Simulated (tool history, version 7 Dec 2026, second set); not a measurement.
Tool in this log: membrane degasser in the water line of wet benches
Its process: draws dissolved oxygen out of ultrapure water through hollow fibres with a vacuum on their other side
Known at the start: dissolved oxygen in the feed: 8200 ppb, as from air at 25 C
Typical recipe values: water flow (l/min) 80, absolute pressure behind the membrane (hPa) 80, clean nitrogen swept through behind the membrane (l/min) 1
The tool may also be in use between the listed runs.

run    hour  water flow (l/min)  absolute pressure behind the membrane (hPa)  clean nitrogen swept through behind the membrane (l/min)  dissolved oxygen in the water behind the degasser (ppb)  pressure that the water loses in the fibres (hPa)
  1       0                  80                                           80                                                         1                                                    612.8                                              272.1
  2    45.3                  80                                           80                                                         1                                                    611.3                                              272.1
  3    71.6                  80                                           80                                                         1                                                    614.8                                              273.5
  4   120.4                  80                                         54.1                                                         1                                                    293.8                                              271.7
  5   164.6                  80                                         54.1                                                         1                                                    294.1                                              272.9
  6   220.2                  80                                         54.1                                                         1                                                    295.9                                              273.2
  7   262.2                  80                                         54.1                                                         1                                                    293.4                                              272.8
  8     293                  80                                           80                                                         1                                                    615.6                                              271.1
  9   344.9                  80                                           80                                                         1                                                    617.4                                              273.5
 10   392.2                  78                                           80                                                         1                                                    607.4                                              264.2
 11   417.2                  91                                           80                                                         1                                                    674.6                                              310.3
 12   440.5                  80                                           80                                                         1                                                    618.7                                              274.4
 13   490.6                  80                                           80                                                         1                                                    619.9                                              273.2
 14   514.3                  80                                           80                                                         1                                                    614.7                                                272
 15   559.9                  80                                           80                                                      2.72                                                    298.6                                                271
 16     584                  80                                           80                                                      2.72                                                    298.8                                              270.6
 17   630.4                  80                                        192.7                                                      2.72                                                    922.5                                              271.4
 18     666                  78                                         92.4                                                      1.62                                                    543.6                                              265.5
 19   694.2                 114                                         72.1                                                      2.46                                                    380.2                                                386
 20   728.8                  63                                        101.2                                                      0.44                                                   1215.2                                              214.2
 21   782.2                  97                                        181.7                                                       1.4                                                     1585                                              331.5
 22   812.2                  76                                           80                                                         1                                                    600.6                                              259.9
 23   861.3                  81                                        129.9                                                         1                                                   1208.5                                              276.1
 24   915.1                  96                                        116.6                                                       0.5                                                   1697.1                                              324.4
 25   960.9                  96                                        116.6                                                       0.5                                                   1694.2                                              324.9
 26   996.1                  96                                        116.6                                                       0.5                                                   1693.6                                              327.1
 27  1042.6                  80                                        177.6                                                      1.18                                                   1541.3                                              272.4
 28  1079.6                 110                                        133.1                                                      1.18                                                   1371.3                                              374.7
 29    1127                  94                                        111.1                                                      0.63                                                   1421.6                                              320.8
 30  1150.4                  94                                        111.1                                                      0.63                                                   1429.3                                              319.9
 31  1198.1                  90                                         66.6                                                      0.88                                                    539.8                                              307.3
 32  1246.4                  90                                         66.6                                                      0.88                                                    540.4                                              304.8
 33  1282.8                  90                                         66.6                                                      0.88                                                    539.1                                              305.1

Forecast each of these 3 alternatives for the next run:
  A  1321                  80                                        107.6                                                      1.37                                                        ?                                                  ?
  B  1321                 114                                         61.3                                                      0.42                                                        ?                                                  ?
  C  1321                  80                                           80                                                      1.47                                                        ?                                                  ?

run  dissolved oxygen in the water behind the degasser (ppb)  pressure that the water loses in the fibres (hPa)
  A                                                    774.9                                              271.8
  B                                                    754.7                                              389.1
  C                                                    484.8                                              274.2
Take away the tool's hidden state, keep each run's random variation, and the runs would have read:
run  dissolved oxygen in the water behind the degasser (ppb)  pressure that the water loses in the fibres (hPa)
  A                                                    756.1                                              271.8
  B                                                    736.3                                              389.1
  C                                                      473                                              274.1
